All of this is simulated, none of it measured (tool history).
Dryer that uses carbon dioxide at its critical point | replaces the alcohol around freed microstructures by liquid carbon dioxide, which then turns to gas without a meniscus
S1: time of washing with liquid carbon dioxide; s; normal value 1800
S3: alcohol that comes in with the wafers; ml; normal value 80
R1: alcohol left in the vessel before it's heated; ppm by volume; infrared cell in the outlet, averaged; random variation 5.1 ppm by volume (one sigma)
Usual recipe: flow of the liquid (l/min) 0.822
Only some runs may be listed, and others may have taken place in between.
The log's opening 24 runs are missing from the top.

Run 25, hour 220.9: usual settings but S1 1860 s, flow of the liquid (l/min) 0.559, S3 33 ml. Result: R1 209 ppm by volume.
Run 26, hour 227.4: usual settings but S1 1380 s, flow of the liquid (l/min) 0.854, S3 28 ml. Result: R1 114 ppm by volume.
Run 27, hour 239.5: usual settings but S1 1320 s, flow of the liquid (l/min) 0.854, S3 71 ml. Result: R1 305 ppm by volume.
Run 28, hour 252.7: usual settings but S1 1380 s, flow of the liquid (l/min) 1.027, S3 20 ml. Result: R1 54 ppm by volume.
Run 29, hour 261.6: usual settings but S1 1380 s, flow of the liquid (l/min) 1.027, S3 20 ml. Result: R1 51 ppm by volume.
Run 30, hour 269.9: usual settings but S1 1380 s, flow of the liquid (l/min) 1.027, S3 20 ml. Result: R1 50 ppm by volume.
Run 31, hour 282.7: usual settings but S1 1440 s, S3 29 ml. Result: R1 123 ppm by volume.
Run 32, hour 290.3: usual settings but S1 1980 s, flow of the liquid (l/min) 0.72, S3 28 ml. Result: R1 63 ppm by volume.
Run 33, hour 298: usual settings but S1 1320 s. Result: R1 417 ppm by volume.
Run 34, hour 311: usual settings but S1 1320 s. Result: R1 417 ppm by volume.
Run 35, hour 323.1: usual settings but flow of the liquid (l/min) 0.726. Result: R1 212 ppm by volume.
Run 36, hour 333.3: usual settings but S1 2340 s, flow of the liquid (l/min) 0.589, S3 32 ml. Result: R1 87 ppm by volume.
Run 37, hour 343.4: usual settings but S1 2340 s, flow of the liquid (l/min) 0.577, S3 23 ml. Result: R1 74 ppm by volume.
Run 38, hour 352.5: usual settings but S1 1560 s, flow of the liquid (l/min) 0.518. Result: R1 1127 ppm by volume.
Run 39, hour 358.7: usual settings but flow of the liquid (l/min) 0.63, S3 27 ml. Result: R1 145 ppm by volume.
Run 40, hour 370.2: usual settings but S1 1920 s, flow of the liquid (l/min) 0.923, S3 45 ml. Result: R1 46 ppm by volume.
Run 41, hour 382.9: usual settings but S3 78 ml. Result: R1 131 ppm by volume.
Run 42, hour 389.3: usual settings but S1 1860 s, flow of the liquid (l/min) 0.891, S3 22 ml. Result: R1 40 ppm by volume.
Run 43, hour 399.4: usual settings but S1 1860 s, flow of the liquid (l/min) 0.891, S3 22 ml. Result: R1 57 ppm by volume.
Run 44, hour 410.7: usual settings but S1 1860 s, flow of the liquid (l/min) 0.891, S3 22 ml. Result: R1 42 ppm by volume.
Run 45, hour 418.4: usual settings but S1 2160 s, flow of the liquid (l/min) 0.891, S3 22 ml. Result: R1 37 ppm by volume.
Run 46, hour 429.5: usual settings but flow of the liquid (l/min) 0.571, S3 24 ml. Result: R1 193 ppm by volume.

Each row is a separate what-if for the run after 46, all from the same tool condition, not one after another. Results?
Run A, hour 435.3: usual settings but S1 1200 s, flow of the liquid (l/min) 0.571, S3 22 ml. Result: R1 ?.
Run B, hour 435.3: usual settings but S1 1560 s, flow of the liquid (l/min) 1.282, S3 102 ml. Result: R1 ?.
Run C, hour 435.3: usual settings but S1 1200 s, flow of the liquid (l/min) 1.172, S3 20 ml. Result: R1 ?.

run   R1
  A  530
  B   65
  C   54
The same runs, with their run-to-run variation unchanged, on a tool lacking any hidden condition would have given:
run   R1
  A  439
  B   31
  C   19
